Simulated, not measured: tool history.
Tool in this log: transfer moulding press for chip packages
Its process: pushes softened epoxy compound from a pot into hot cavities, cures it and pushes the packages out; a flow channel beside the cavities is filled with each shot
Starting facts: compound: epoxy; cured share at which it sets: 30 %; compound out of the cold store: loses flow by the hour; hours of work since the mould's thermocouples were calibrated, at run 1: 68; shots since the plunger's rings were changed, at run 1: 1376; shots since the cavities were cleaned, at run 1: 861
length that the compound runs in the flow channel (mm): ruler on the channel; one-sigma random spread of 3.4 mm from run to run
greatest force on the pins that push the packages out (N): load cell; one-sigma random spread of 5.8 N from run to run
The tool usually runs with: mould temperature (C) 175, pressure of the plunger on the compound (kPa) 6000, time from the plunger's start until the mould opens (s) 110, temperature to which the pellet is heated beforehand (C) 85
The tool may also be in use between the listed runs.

run	hour	mould temperature (C)	pressure of the plunger on the compound (kPa)	time from the plunger's start until the mould opens (s)	temperature to which the pellet is heated beforehand (C)	hours of work since the mould's thermocouples were calibrated	shots since the plunger's rings were changed	shots since the cavities were cleaned	incoming compound's hours out of the cold store	length that the compound runs in the flow channel (mm)	greatest force on the pins that push the packages out (N)
1	0	175	6000	110	85	68	1376	861	16.5	543	352
2	8.1	175	6000	110	85	73	1449	934	17.1	536	355
3	18	175	6000	139	85	78	1538	1023	47.2	474	338
4	25.3	175	6000	139	85	83	1603	1088	13.2	547	336
# hour 29.4: cavities cleaned with cleaning compound and waxed
5	37.2	175	6000	110	85	89	1696	70	32	505	219
6	47.6	175	6000	127	85	95	1790	164	33	498	245
7	53.6	175	6000	127	85	98	1844	218	39.8	485	243
8	67	175	6000	127	85	106	1964	338	35	491	291
9	72.6	175	6000	110	85	109	2014	388	24.8	515	303
10	83.6	175	6000	110	85	116	2113	487	44.3	477	321
11	96.3	175	5820	94	85	123	2227	601	17.5	525	405
12	103.1	175	5820	94	85	127	2288	662	27.4	503	416
13	110.7	175	5820	94	85	131	2356	730	34.7	480	400
14	117.3	175	5820	94	85	135	2415	789	45.1	465	407
15	125.2	175	7310	94	82	140	2486	860	13.4	594	444
16	132.5	175	7310	94	82	144	2552	926	26.2	563	439
17	143.8	175	7310	94	82	150	2654	1028	15.8	584	463

Below, each run's measurement less what the same run would have read without the hidden state. Both values contain the same run-to-run variation, but the gauge's scatter may not be the same in both:
What the log doesn't record here: true mould temperature over the reading, C; pressure that reaches the compound, % of what is set; grip of the stained cavities, % over clean ones'; drift of the gauge itself on flow_mm, %; drift of the gauge itself on push_out_n, %.
run	length that the compound runs in the flow channel (mm)	greatest force on the pins that push the packages out (N)
1	-13	+151
2	-14	+152
3	-12	+151
4	-15	+152
5	-15	+23
6	-16	+51
7	-15	+61
8	-16	+87
9	-18	+96
10	-17	+112
11	-21	+151
12	-20	+162
13	-20	+155
14	-20	+162
15	-26	+178
16	-25	+177
17	-27	+194

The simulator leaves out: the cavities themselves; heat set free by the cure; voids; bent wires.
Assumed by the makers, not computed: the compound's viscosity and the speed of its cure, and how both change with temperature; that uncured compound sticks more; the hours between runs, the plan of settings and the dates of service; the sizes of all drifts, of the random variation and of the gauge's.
